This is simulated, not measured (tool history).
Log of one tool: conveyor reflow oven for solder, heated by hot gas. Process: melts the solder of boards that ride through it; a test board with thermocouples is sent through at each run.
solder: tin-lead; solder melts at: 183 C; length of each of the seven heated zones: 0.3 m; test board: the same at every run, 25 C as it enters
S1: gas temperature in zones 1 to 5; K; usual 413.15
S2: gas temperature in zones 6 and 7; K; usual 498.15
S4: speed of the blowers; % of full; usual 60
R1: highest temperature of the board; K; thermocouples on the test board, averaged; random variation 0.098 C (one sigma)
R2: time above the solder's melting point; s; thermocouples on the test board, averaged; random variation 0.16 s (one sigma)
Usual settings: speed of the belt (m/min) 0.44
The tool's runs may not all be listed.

run 1 hour=0 | S1=413.15 S2=498.15 speed_of_the_belt_(m/min)=0.44 S4=60 | R1=486.21 R2=59
run 2 hour=4.5 | S1=413.15 S2=498.15 speed_of_the_belt_(m/min)=0.44 S4=60 | R1=486 R2=59.4
run 3 hour=13.2 | S1=413.15 S2=498.15 speed_of_the_belt_(m/min)=0.44 S4=60 | R1=486.24 R2=59.1
run 4 hour=22.4 | S1=413.15 S2=498.15 speed_of_the_belt_(m/min)=0.44 S4=60 | R1=486.08 R2=58.9
run 5 hour=27 | S1=413.15 S2=498.15 speed_of_the_belt_(m/min)=0.44 S4=60 | R1=485.92 R2=59.1
run 6 hour=32.1 | S1=413.15 S2=498.15 speed_of_the_belt_(m/min)=0.44 S4=60 | R1=486.04 R2=59
run 7 hour=39.9 | S1=413.15 S2=498.15 speed_of_the_belt_(m/min)=0.44 S4=60 | R1=485.96 R2=58.8
run 8 hour=47.9 | S1=413.15 S2=498.15 speed_of_the_belt_(m/min)=0.44 S4=60 | R1=485.96 R2=58.8
run 9 hour=53.3 | S1=413.15 S2=498.15 speed_of_the_belt_(m/min)=0.44 S4=60 | R1=485.92 R2=58.9
run 10 hour=59.7 | S1=413.15 S2=498.15 speed_of_the_belt_(m/min)=0.496 S4=60 | R1=482.09 R2=48
-- hour=64.4 belt drive overhauled, speed set with a stopwatch
run 11 hour=70.8 | S1=413.15 S2=498.15 speed_of_the_belt_(m/min)=0.496 S4=60 | R1=482.15 R2=47.9
run 12 hour=76.8 | S1=413.15 S2=498.15 speed_of_the_belt_(m/min)=0.496 S4=54 | R1=480.47 R2=46
run 13 hour=82.2 | S1=413.15 S2=498.15 speed_of_the_belt_(m/min)=0.496 S4=54 | R1=480.35 R2=45.7
-- hour=93.4 belt drive overhauled, speed set with a stopwatch, once more
run 14 hour=95.3 | S1=413.15 S2=498.15 speed_of_the_belt_(m/min)=0.496 S4=54 | R1=479.9 R2=44.4
run 15 hour=100.2 | S1=412.15 S2=498.15 speed_of_the_belt_(m/min)=0.44 S4=60 | R1=485.53 R2=57.4
run 16 hour=105.9 | S1=419.15 S2=498.15 speed_of_the_belt_(m/min)=0.374 S4=87 | R1=494.6 R2=82.1
run 17 hour=111.1 | S1=413.15 S2=489.15 speed_of_the_belt_(m/min)=0.381 S4=60 | R1=481.31 R2=64.3
run 18 hour=117.9 | S1=413.15 S2=489.15 speed_of_the_belt_(m/min)=0.381 S4=60 | R1=481.34 R2=64.3
run 19 hour=123 | S1=413.15 S2=489.15 speed_of_the_belt_(m/min)=0.381 S4=60 | R1=481.13 R2=64.2
run 20 hour=129.9 | S1=428.15 S2=498.15 speed_of_the_belt_(m/min)=0.381 S4=69 | R1=492.69 R2=83.1
run 21 hour=139.2 | S1=428.15 S2=498.15 speed_of_the_belt_(m/min)=0.498 S4=89 | R1=490.05 R2=61.3
run 22 hour=145.8 | S1=428.15 S2=498.15 speed_of_the_belt_(m/min)=0.498 S4=89 | R1=490.05 R2=61.3
run 23 hour=150.8 | S1=418.15 S2=498.15 speed_of_the_belt_(m/min)=0.397 S4=60 | R1=489.01 R2=70.6
run 24 hour=159 | S1=416.15 S2=498.15 speed_of_the_belt_(m/min)=0.397 S4=60 | R1=488.66 R2=69.7
run 25 hour=163.8 | S1=413.15 S2=487.15 speed_of_the_belt_(m/min)=0.44 S4=53 | R1=474.23 R2=44.2
run 26 hour=167.9 | S1=427.15 S2=504.15 speed_of_the_belt_(m/min)=0.372 S4=56 | R1=496.3 R2=86.5
run 27 hour=176.4 | S1=427.15 S2=504.15 speed_of_the_belt_(m/min)=0.372 S4=56 | R1=496.38 R2=86.8
run 28 hour=181.5 | S1=409.15 S2=498.15 speed_of_the_belt_(m/min)=0.426 S4=60 | R1=485.59 R2=58.3
run 29 hour=185.9 | S1=403.15 S2=501.15 speed_of_the_belt_(m/min)=0.426 S4=60 | R1=487.07 R2=57.6
run 30 hour=191.9 | S1=413.15 S2=502.15 speed_of_the_belt_(m/min)=0.44 S4=83 | R1=493.36 R2=65.2

4 ways to go on from here, each from the tool as it stands after run 30. What would each give?
run A hour=199 | S1=413.15 S2=502.15 speed_of_the_belt_(m/min)=0.44 S4=61 | R1=? R2=?
run B hour=199 | S1=416.15 S2=495.15 speed_of_the_belt_(m/min)=0.44 S4=78 | R1=? R2=?
run C hour=199 | S1=401.15 S2=492.15 speed_of_the_belt_(m/min)=0.44 S4=60 | R1=? R2=?
run D hour=199 | S1=400.15 S2=495.15 speed_of_the_belt_(m/min)=0.44 S4=83 | R1=? R2=?

run=A R1=488.94 R2=61
run=B R1=486.67 R2=61.3
run=C R1=477.72 R2=45.1
run=D R1=485.34 R2=55
Without the tool's hidden state the same runs would have given:
run=A R1=487.94 R2=60.4
run=B R1=485.55 R2=60.9
run=C R1=476.79 R2=44.5
run=D R1=484.46 R2=54.8

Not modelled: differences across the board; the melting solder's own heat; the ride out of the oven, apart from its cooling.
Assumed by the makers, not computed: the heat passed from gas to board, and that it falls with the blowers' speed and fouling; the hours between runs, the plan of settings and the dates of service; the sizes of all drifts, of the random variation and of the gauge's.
